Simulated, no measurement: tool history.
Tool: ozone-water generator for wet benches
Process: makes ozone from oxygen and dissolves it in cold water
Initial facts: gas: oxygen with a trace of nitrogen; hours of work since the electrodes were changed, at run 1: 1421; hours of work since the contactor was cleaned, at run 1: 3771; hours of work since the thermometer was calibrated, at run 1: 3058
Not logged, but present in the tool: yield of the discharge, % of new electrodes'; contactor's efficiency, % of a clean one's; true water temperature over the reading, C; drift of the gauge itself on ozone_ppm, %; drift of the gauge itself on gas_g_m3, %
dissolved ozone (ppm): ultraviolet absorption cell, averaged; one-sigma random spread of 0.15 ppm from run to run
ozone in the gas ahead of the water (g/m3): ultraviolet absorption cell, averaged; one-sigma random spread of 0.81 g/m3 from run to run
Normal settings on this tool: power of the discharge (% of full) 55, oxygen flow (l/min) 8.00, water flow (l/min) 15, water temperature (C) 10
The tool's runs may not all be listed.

run	day	power of the discharge (% of full)	oxygen flow (l/min)	water flow (l/min)	water temperature (C)	hours of work since the electrodes were changed	hours of work since the contactor was cleaned	hours of work since the thermometer was calibrated	dissolved ozone (ppm)	ozone in the gas ahead of the water (g/m3)
1	0.000	55	8.00	15	10	1421	3771	3058	16.8	124.0
2	3.021	55	8.00	15	10	1477	3827	3114	16.7	124.2
# day 5.429: water thermometer calibrated
3	6.867	55	8.00	15	10	1548	3898	27	16.8	123.0
4	11.267	55	11.03	15	10	1629	3980	108	17.4	111.0
5	14.383	55	11.03	15	10	1687	4037	166	17.1	110.3
6	18.867	55	11.03	15	10	1770	4121	249	17.3	110.6
7	21.404	55	11.03	15	10	1817	4168	297	17.1	110.4
8	25.125	55	11.03	15	10	1887	4237	366	17.0	111.0
9	28.596	55	11.03	15	10	1951	4301	430	17.0	111.3
10	30.833	55	11.03	15	10	1993	4343	472	17.3	110.4
11	34.658	55	8.83	15	10	2064	4414	543	16.7	118.5
12	38.104	55	8.83	15	10	2128	4478	607	16.4	119.1
13	40.988	55	8.00	11	10	2181	4531	660	21.2	121.6
14	46.125	55	8.00	15	10	2276	4627	755	16.2	122.3
15	51.600	55	8.00	15	10	2378	4728	857	16.5	121.6
16	54.154	74	8.00	15	10	2425	4776	905	21.2	158.1
17	58.021	96	7.49	11	7	2497	4848	976	35.3	202.1
18	63.467	91	8.00	10	10	2598	4949	1077	34.3	186.2
19	66.383	91	6.15	18	10	2652	5003	1132	20.3	202.7
20	70.438	55	6.48	15	8	2728	5078	1207	16.4	131.7
21	73.908	55	8.00	15	10	2792	5142	1271	15.8	120.7
22	78.625	48	8.00	15	17	2880	5230	1359	12.6	108.8
23	80.842	45	5.28	15	17	2921	5271	1400	11.4	117.7
24	83.075	45	6.04	13	5	2962	5313	1441	16.0	112.1
25	85.771	45	4.50	13	9	3012	5363	1491	14.3	124.7
26	90.033	45	4.50	13	9	3091	5442	1571	14.3	124.8
27	94.975	55	8.00	15	10	3183	5534	1662	16.1	120.1
28	99.621	63	11.68	15	5	3269	5620	1749	20.6	118.7
29	103.904	64	8.00	22	10	3349	5699	1828	12.8	138.8
30	109.183	64	8.00	22	10	3447	5797	1926	12.7	136.7
31	112.696	64	8.00	22	10	3512	5862	1991	12.7	136.6
32	116.029	64	8.00	13	7	3574	5924	2053	21.2	136.3

Difference, measured minus no-hidden-state, one row per run. Run-to-run variation is common to both terms; the gauge's own scatter need not be:
run	dissolved ozone (ppm)	ozone in the gas ahead of the water (g/m3)
1	-1.3	-2.7
2	-1.3	-2.7
3	-1.3	-2.8
4	-1.3	-2.7
5	-1.3	-2.8
6	-1.5	-2.9
7	-1.4	-3.0
8	-1.5	-3.1
9	-1.5	-3.2
10	-1.5	-3.2
11	-1.5	-3.6
12	-1.6	-3.7
13	-1.9	-4.0
14	-1.6	-4.1
15	-1.6	-4.3
16	-2.5	-7.6
17	-4.4	-12.2
18	-4.2	-11.3
19	-2.8	-12.5
20	-1.9	-5.3
21	-1.8	-5.1
22	-1.4	-3.9
23	-1.2	-4.0
24	-1.7	-3.8
25	-1.5	-4.3
26	-1.5	-4.4
27	-2.0	-5.7
28	-2.9	-6.6
29	-2.0	-8.0
30	-2.0	-8.3
31	-2.1	-8.4
32	-3.1	-8.5
